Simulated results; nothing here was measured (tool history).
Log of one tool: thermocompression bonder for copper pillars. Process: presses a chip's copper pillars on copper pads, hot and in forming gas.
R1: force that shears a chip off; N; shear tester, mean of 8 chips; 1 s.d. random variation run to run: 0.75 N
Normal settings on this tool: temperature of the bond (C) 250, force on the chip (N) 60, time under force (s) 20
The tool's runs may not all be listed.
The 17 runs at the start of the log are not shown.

run 18 hour=1219.6 | temperature_of_the_bond_(C)=250 force_on_the_chip_(N)=60 time_under_force_(s)=20 | R1=50.2
run 19 hour=1292.9 | temperature_of_the_bond_(C)=236 force_on_the_chip_(N)=60 time_under_force_(s)=20 | R1=39.5
run 20 hour=1368.4 | temperature_of_the_bond_(C)=250 force_on_the_chip_(N)=60 time_under_force_(s)=20 | R1=49.1
run 21 hour=1436 | temperature_of_the_bond_(C)=250 force_on_the_chip_(N)=60 time_under_force_(s)=20 | R1=48
-- hour=1522.6 forming gas filter changed
run 22 hour=1522.6 | temperature_of_the_bond_(C)=231 force_on_the_chip_(N)=50 time_under_force_(s)=33 | R1=38.5
run 23 hour=1615 | temperature_of_the_bond_(C)=250 force_on_the_chip_(N)=43 time_under_force_(s)=14 | R1=33.8
run 24 hour=1716.9 | temperature_of_the_bond_(C)=250 force_on_the_chip_(N)=43 time_under_force_(s)=33 | R1=47.7
run 25 hour=1802.5 | temperature_of_the_bond_(C)=230 force_on_the_chip_(N)=67 time_under_force_(s)=12 | R1=29.1
run 26 hour=1904.5 | temperature_of_the_bond_(C)=227 force_on_the_chip_(N)=71 time_under_force_(s)=12 | R1=28.2
run 27 hour=1950 | temperature_of_the_bond_(C)=232 force_on_the_chip_(N)=70 time_under_force_(s)=39 | R1=49.8
run 28 hour=2006.6 | temperature_of_the_bond_(C)=232 force_on_the_chip_(N)=70 time_under_force_(s)=39 | R1=48.5
-- hour=2024.8 forming gas filter changed
-- hour=2052.5 force cell calibrated
run 29 hour=2095.5 | temperature_of_the_bond_(C)=250 force_on_the_chip_(N)=60 time_under_force_(s)=41 | R1=62.7
run 30 hour=2186.9 | temperature_of_the_bond_(C)=266 force_on_the_chip_(N)=50 time_under_force_(s)=14 | R1=48.2
run 31 hour=2241.5 | temperature_of_the_bond_(C)=228 force_on_the_chip_(N)=60 time_under_force_(s)=15 | R1=27
run 32 hour=2338.5 | temperature_of_the_bond_(C)=228 force_on_the_chip_(N)=60 time_under_force_(s)=15 | R1=27.1
run 33 hour=2397.8 | temperature_of_the_bond_(C)=228 force_on_the_chip_(N)=40 time_under_force_(s)=14 | R1=20
run 34 hour=2467.8 | temperature_of_the_bond_(C)=246 force_on_the_chip_(N)=76 time_under_force_(s)=20 | R1=50.3
-- hour=2529.8 forming gas filter changed
run 35 hour=2537.7 | temperature_of_the_bond_(C)=261 force_on_the_chip_(N)=45 time_under_force_(s)=20 | R1=46.5
run 36 hour=2637.1 | temperature_of_the_bond_(C)=261 force_on_the_chip_(N)=45 time_under_force_(s)=20 | R1=46.7
-- hour=2673.9 heater calibrated with a thermocouple chip
run 37 hour=2734.4 | temperature_of_the_bond_(C)=223 force_on_the_chip_(N)=45 time_under_force_(s)=20 | R1=27.7
run 38 hour=2832 | temperature_of_the_bond_(C)=236 force_on_the_chip_(N)=38 time_under_force_(s)=44 | R1=43.1
run 39 hour=2889.9 | temperature_of_the_bond_(C)=236 force_on_the_chip_(N)=38 time_under_force_(s)=44 | R1=43.1
run 40 hour=2986.7 | temperature_of_the_bond_(C)=236 force_on_the_chip_(N)=38 time_under_force_(s)=44 | R1=42

Each row is a separate what-if for the run after 40, all from the same tool condition, not one after another. Results?
-- hour=3036.7 forming gas filter changed
run A hour=3049.4 | temperature_of_the_bond_(C)=236 force_on_the_chip_(N)=56 time_under_force_(s)=49 | R1=?
-- hour=3036.7 forming gas filter changed
run B hour=3049.4 | temperature_of_the_bond_(C)=250 force_on_the_chip_(N)=36 time_under_force_(s)=20 | R1=?
-- hour=3036.7 forming gas filter changed
run C hour=3049.4 | temperature_of_the_bond_(C)=244 force_on_the_chip_(N)=38 time_under_force_(s)=28 | R1=?

run=A R1=57.8
run=B R1=38.9
run=C R1=41.7
With the hidden condition removed and each run's random variation left untouched, the same runs would have given:
run=A R1=60.2
run=B R1=40.7
run=C R1=43.6
